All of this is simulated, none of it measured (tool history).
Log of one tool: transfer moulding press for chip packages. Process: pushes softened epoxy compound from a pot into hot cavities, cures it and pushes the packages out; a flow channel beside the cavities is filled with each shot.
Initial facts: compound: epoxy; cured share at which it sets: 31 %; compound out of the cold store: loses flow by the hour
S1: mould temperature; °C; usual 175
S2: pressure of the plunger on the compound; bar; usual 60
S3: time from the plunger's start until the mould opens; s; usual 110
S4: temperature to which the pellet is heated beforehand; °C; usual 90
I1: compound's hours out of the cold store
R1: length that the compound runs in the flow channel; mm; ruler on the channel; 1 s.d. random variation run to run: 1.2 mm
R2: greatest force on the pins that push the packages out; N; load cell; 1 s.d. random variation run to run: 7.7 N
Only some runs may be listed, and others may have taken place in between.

run,hour,S1,S2,S3,S4,I1,R1,R2
1,0,175,60,110,90,18.7,513,338
2,12.8,175,60,110,90,31.1,473,368
3,26,175,60,110,86,39.9,446,407
4,37.9,182,60,110,86,12.4,519,370
5,46.1,182,60,110,86,33.8,452,387
# hour 57.9: cavities cleaned with cleaning compound and waxed
6,61.9,182,60,110,86,25.9,473,296
7,72.1,182,60,110,86,19.8,492,315
8,86.6,182,60,110,86,36.8,438,358
9,98.8,182,60,110,86,31.9,453,365
# hour 108.4: plunger's sealing rings changed
10,115,177,60,110,86,45.5,439,410
# hour 119.2: cavities cleaned with cleaning compound and waxed
11,125.8,177,60,110,86,18.2,525,323
12,141.2,177,60,110,86,34.6,470,363
13,154.5,175,60,110,90,40.7,456,400
14,165,171,66,136,88,27.5,524,411
15,175.4,171,66,136,88,21.2,546,439
# hour 178.3: cavities cleaned with cleaning compound and waxed
16,188.9,171,66,136,88,17.3,560,342
17,196.6,171,53.4,136,88,34.6,450,358
18,207,181,65.1,136,99,37,467,330
19,216.1,175,60,93,98,35.5,463,526
20,227.8,176,61.1,93,98,36,463,535
# hour 236.5: cavities cleaned with cleaning compound and waxed
21,244.9,176,61.1,93,98,31.6,476,414
22,258.1,175,59.4,110,90,30,474,382
23,271.7,175,74.3,110,90,28.8,534,411
24,286.4,174,74.3,136,90,33,519,382
# hour 294.6: cavities cleaned with cleaning compound and waxed
25,300,173,62.3,110,90,30.9,485,387
26,310.4,173,62.3,110,90,35.2,467,411

Each row is a separate what-if for the run after 26, all from the same tool condition, not one after another. Results?
A,324.3,175,60.8,110,90,15.5,?,?
B,324.3,175,55.1,103,86,9.9,?,?
C,324.3,175,74.6,110,86,35.7,?,?
D,324.3,171,62.3,134,84,36.7,?,?
E,324.3,169,60,110,90,37,?,?

run,R1,R2
A,521,427
B,516,481
C,509,415
D,469,376
E,464,550
Take away the tool's hidden state, keep each run's random variation, and the runs would have read:
run,R1,R2
A,543,356
B,537,409
C,530,344
D,488,307
E,483,471

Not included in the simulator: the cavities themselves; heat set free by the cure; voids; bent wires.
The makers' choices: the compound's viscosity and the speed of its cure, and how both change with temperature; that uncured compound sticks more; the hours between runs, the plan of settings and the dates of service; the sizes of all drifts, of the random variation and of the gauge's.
